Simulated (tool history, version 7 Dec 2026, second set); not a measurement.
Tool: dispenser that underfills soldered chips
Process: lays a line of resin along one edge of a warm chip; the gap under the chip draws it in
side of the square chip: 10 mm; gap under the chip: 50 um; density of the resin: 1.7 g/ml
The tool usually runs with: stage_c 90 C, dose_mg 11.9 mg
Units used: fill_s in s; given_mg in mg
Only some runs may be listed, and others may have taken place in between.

run	hour	stage_c	dose_mg	fill_s	given_mg
1	0	90	11.9	220.8	11.77
2	7.8	90	11.9	178.7	11.79
3	19.5	90	12.3	182	12.07
4	29.9	90	11.9	178.7	11.72
5	40.7	90	11.9	169.4	11.69
6	48.1	82	11.9	354.1	11.69
7	54.8	82	11.9	266.1	11.61
8	68	82	11.9	299.1	11.56
9	77.2	82	11.9	266.9	11.6
10	89.6	82	11.9	286	11.56
11	97.8	90	11.9	182.8	11.5
12	104.8	90	11.9	277.4	11.5
13	118.7	90	11.9	157.3	11.43
14	131	90	10.7	170.9	10.25
15	142.3	91	11.9	156	11.35
16	155.1	94	11.9	142.5	11.87
17	168.1	77	11.9	291.3	11.87
18	178.7	82	14.6	227.2	14.46
19	189.7	81	13.2	225.1	13.08
20	201.5	88	14.9	186.3	14.65
21	207.3	78	14.6	377.1	14.34
22	217.1	90	14.1	219.5	13.81
23	228.5	91	10.6	226	10.39
24	241.6	84	12.3	305.3	12.01
25	252.7	84	12.3	302.7	11.95
26	259.6	84	12.3	225	11.94
27	269	90	13.8	160.1	13.37
28	276.3	94	13.8	217.5	13.38
29	288.8	85	12.5	329.1	12.04
30	299.6	84	10.2	336.2	9.78
31	306.6	84	10.2	259.6	9.8
32	313.1	100	10.2	219.8	9.76
33	328.5	75	13.4	308.8	13.41
34	334.7	79	10.9	401	10.85

Withheld: 31 entries from between the runs. Position of each, and hidden state at the listed run before versus the listed run after:
In the gap between runs 1 and 2: new syringe of resin (hour 4.8)
  resin's viscosity, % of fresh resin's: 146.9 -> 119; dose that the valve gives, % of what is set: 99.12 -> 98.92; true chip temperature over the reading, C: -1.67 -> -1.71
  what was measured, less what the result would be without the hidden state, fill_s: +79 -> +37.3 s; given_mg: -0.11 -> -0.13 mg
In the gap between runs 2 and 3: new syringe of resin (hour 16.4)
  resin's viscosity, % of fresh resin's: 119 -> 120; dose that the valve gives, % of what is set: 98.92 -> 98.59; true chip temperature over the reading, C: -1.71 -> -1.77
  what was measured, less what the result would be without the hidden state, fill_s: +37.3 -> +39.6 s; given_mg: -0.13 -> -0.17 mg
In the gap between runs 3 and 4: new syringe of resin (hour 27.6)
  resin's viscosity, % of fresh resin's: 120 -> 117.6; dose that the valve gives, % of what is set: 98.59 -> 98.32; true chip temperature over the reading, C: -1.77 -> -1.83
  what was measured, less what the result would be without the hidden state, fill_s: +39.6 -> +36.5 s; given_mg: -0.17 -> -0.2 mg
In the gap between runs 4 and 5: new syringe of resin (hour 38.7)
  resin's viscosity, % of fresh resin's: 117.6 -> 111.7; dose that the valve gives, % of what is set: 98.32 -> 98.05; true chip temperature over the reading, C: -1.83 -> -1.88
  what was measured, less what the result would be without the hidden state, fill_s: +36.5 -> +27.9 s; given_mg: -0.2 -> -0.23 mg
In the gap between runs 6 and 7: new syringe of resin (hour 50.2)
  resin's viscosity, % of fresh resin's: 174.7 -> 131.3; dose that the valve gives, % of what is set: 97.86 -> 97.7; true chip temperature over the reading, C: -1.92 -> -1.96
  what was measured, less what the result would be without the hidden state, fill_s: +165.7 -> +78.1 s; given_mg: -0.26 -> -0.27 mg
In the gap between runs 7 and 8: new syringe of resin (hour 61.8)
  resin's viscosity, % of fresh resin's: 131.3 -> 146; dose that the valve gives, % of what is set: 97.7 -> 97.36; true chip temperature over the reading, C: -1.96 -> -2.03
  what was measured, less what the result would be without the hidden state, fill_s: +78.1 -> +109.8 s; given_mg: -0.27 -> -0.31 mg
In the gap between runs 8 and 9: new syringe of resin (hour 73)
  resin's viscosity, % of fresh resin's: 146 -> 129.1; dose that the valve gives, % of what is set: 97.36 -> 97.13; true chip temperature over the reading, C: -2.03 -> -2.08
  what was measured, less what the result would be without the hidden state, fill_s: +109.8 -> +76.2 s; given_mg: -0.31 -> -0.34 mg
In the gap between runs 9 and 10: new syringe of resin (hour 84.1)
  resin's viscosity, % of fresh resin's: 129.1 -> 139.9; dose that the valve gives, % of what is set: 97.13 -> 96.78; true chip temperature over the reading, C: -2.08 -> -2.14
  what was measured, less what the result would be without the hidden state, fill_s: +76.2 -> +98 s; given_mg: -0.34 -> -0.39 mg
In the gap between runs 10 and 11: new syringe of resin (hour 95.2)
  resin's viscosity, % of fresh resin's: 139.9 -> 117.8; dose that the valve gives, % of what is set: 96.78 -> 96.58; true chip temperature over the reading, C: -2.14 -> -2.19
  what was measured, less what the result would be without the hidden state, fill_s: +98 -> +40 s; given_mg: -0.39 -> -0.4 mg
In the gap between runs 12 and 13: new syringe of resin (hour 107); new syringe of resin (hour 118.6)
  resin's viscosity, % of fresh resin's: 179.7 -> 101.1; dose that the valve gives, % of what is set: 96.39 -> 96.03; true chip temperature over the reading, C: -2.23 -> -2.3
  what was measured, less what the result would be without the hidden state, fill_s: +135.5 -> +14.9 s; given_mg: -0.43 -> -0.47 mg
In the gap between runs 13 and 14: new syringe of resin (hour 130.1)
  resin's viscosity, % of fresh resin's: 101.1 -> 105.4; dose that the valve gives, % of what is set: 96.03 -> 95.72; true chip temperature over the reading, C: -2.3 -> -2.36
  what was measured, less what the result would be without the hidden state, fill_s: +14.9 -> +23.7 s; given_mg: -0.47 -> -0.46 mg
In the gap between runs 14 and 15: new syringe of resin (hour 141.6)
  resin's viscosity, % of fresh resin's: 105.4 -> 103.4; dose that the valve gives, % of what is set: 95.72 -> 95.42; true chip temperature over the reading, C: -2.36 -> -2.43
  what was measured, less what the result would be without the hidden state, fill_s: +23.7 -> +18.6 s; given_mg: -0.46 -> -0.54 mg
In the gap between runs 15 and 16: dispensing valve cleaned and set on the balance (hour 147.9); new syringe of resin (hour 154.2)
  resin's viscosity, % of fresh resin's: 103.4 -> 105.4; dose that the valve gives, % of what is set: 95.42 -> 99.77; true chip temperature over the reading, C: -2.43 -> -2.49
  what was measured, less what the result would be without the hidden state, fill_s: +18.6 -> +18.3 s; given_mg: -0.54 -> -0.03 mg
In the gap between runs 16 and 17: new syringe of resin (hour 165.4)
  resin's viscosity, % of fresh resin's: 105.4 -> 119; dose that the valve gives, % of what is set: 99.77 -> 99.43; true chip temperature over the reading, C: -2.49 -> -2.56
  what was measured, less what the result would be without the hidden state, fill_s: +18.3 -> +68.9 s; given_mg: -0.03 -> -0.07 mg
In the gap between runs 17 and 18: new syringe of resin (hour 176.8)
  resin's viscosity, % of fresh resin's: 119 -> 113.4; dose that the valve gives, % of what is set: 99.43 -> 99.14; true chip temperature over the reading, C: -2.56 -> -2.62
  what was measured, less what the result would be without the hidden state, fill_s: +68.9 -> +44.8 s; given_mg: -0.07 -> -0.12 mg
In the gap between runs 18 and 19: new syringe of resin (hour 188.1)
  resin's viscosity, % of fresh resin's: 113.4 -> 107.8; dose that the valve gives, % of what is set: 99.14 -> 98.88; true chip temperature over the reading, C: -2.62 -> -2.69
  what was measured, less what the result would be without the hidden state, fill_s: +44.8 -> +35.7 s; given_mg: -0.12 -> -0.15 mg
In the gap between runs 19 and 20: new syringe of resin (hour 199.3)
  resin's viscosity, % of fresh resin's: 107.8 -> 114.6; dose that the valve gives, % of what is set: 98.88 -> 98.55; true chip temperature over the reading, C: -2.69 -> -2.75
  what was measured, less what the result would be without the hidden state, fill_s: +35.7 -> +38.5 s; given_mg: -0.15 -> -0.22 mg
In the gap between runs 21 and 22: new syringe of resin (hour 211)
  resin's viscosity, % of fresh resin's: 162.5 -> 143.7; dose that the valve gives, % of what is set: 98.4 -> 98.14; true chip temperature over the reading, C: -2.78 -> -2.82
  what was measured, less what the result would be without the hidden state, fill_s: +167.8 -> +81 s; given_mg: -0.23 -> -0.26 mg
In the gap between runs 22 and 23: new syringe of resin (hour 222.2)
  resin's viscosity, % of fresh resin's: 143.7 -> 146.3; dose that the valve gives, % of what is set: 98.14 -> 97.85; true chip temperature over the reading, C: -2.82 -> -2.88
  what was measured, less what the result would be without the hidden state, fill_s: +81 -> +87 s; given_mg: -0.26 -> -0.23 mg
In the gap between runs 23 and 24: new syringe of resin (hour 234.1)
  resin's viscosity, % of fresh resin's: 146.3 -> 158.4; dose that the valve gives, % of what is set: 97.85 -> 97.53; true chip temperature over the reading, C: -2.88 -> -2.95
  what was measured, less what the result would be without the hidden state, fill_s: +87 -> +132.6 s; given_mg: -0.23 -> -0.3 mg
In the gap between runs 24 and 25: new syringe of resin (hour 245.4)
  resin's viscosity, % of fresh resin's: 158.4 -> 155.5; dose that the valve gives, % of what is set: 97.53 -> 97.26; true chip temperature over the reading, C: -2.95 -> -3.01
  what was measured, less what the result would be without the hidden state, fill_s: +132.6 -> +128.7 s; given_mg: -0.3 -> -0.34 mg
In the gap between runs 25 and 26: new syringe of resin (hour 256.9)
  resin's viscosity, % of fresh resin's: 155.5 -> 117; dose that the valve gives, % of what is set: 97.26 -> 97.08; true chip temperature over the reading, C: -3.01 -> -3.05
  what was measured, less what the result would be without the hidden state, fill_s: +128.7 -> +53.5 s; given_mg: -0.34 -> -0.36 mg
In the gap between runs 26 and 27: new syringe of resin (hour 268.4)
  resin's viscosity, % of fresh resin's: 117 -> 104; dose that the valve gives, % of what is set: 97.08 -> 96.87; true chip temperature over the reading, C: -3.05 -> -3.09
  what was measured, less what the result would be without the hidden state, fill_s: +53.5 -> +22 s; given_mg: -0.36 -> -0.43 mg
In the gap between runs 28 and 29: new syringe of resin (hour 279.7)
  resin's viscosity, % of fresh resin's: 162.4 -> 173.7; dose that the valve gives, % of what is set: 96.67 -> 96.33; true chip temperature over the reading, C: -3.13 -> -3.2
  what was measured, less what the result would be without the hidden state, fill_s: +97.5 -> +160.9 s; given_mg: -0.46 -> -0.46 mg
In the gap between runs 29 and 30: new syringe of resin (hour 291.3)
  resin's viscosity, % of fresh resin's: 173.7 -> 162.1; dose that the valve gives, % of what is set: 96.33 -> 96.04; true chip temperature over the reading, C: -3.2 -> -3.26
  what was measured, less what the result would be without the hidden state, fill_s: +160.9 -> +154.6 s; given_mg: -0.46 -> -0.4 mg
In the gap between runs 30 and 31: new syringe of resin (hour 303.1)
  resin's viscosity, % of fresh resin's: 162.1 -> 122; dose that the valve gives, % of what is set: 96.04 -> 95.86; true chip temperature over the reading, C: -3.26 -> -3.3
  what was measured, less what the result would be without the hidden state, fill_s: +154.6 -> +73.7 s; given_mg: -0.4 -> -0.43 mg
In the gap between runs 32 and 33: new syringe of resin (hour 314.4); dispensing valve cleaned and set on the balance (hour 316.3); new syringe of resin (hour 326.5)
  resin's viscosity, % of fresh resin's: 180.6 -> 112.9; dose that the valve gives, % of what is set: 95.67 -> 99.79; true chip temperature over the reading, C: -3.33 -> -3.4
  what was measured, less what the result would be without the hidden state, fill_s: +112.5 -> +67.8 s; given_mg: -0.44 -> -0.03 mg
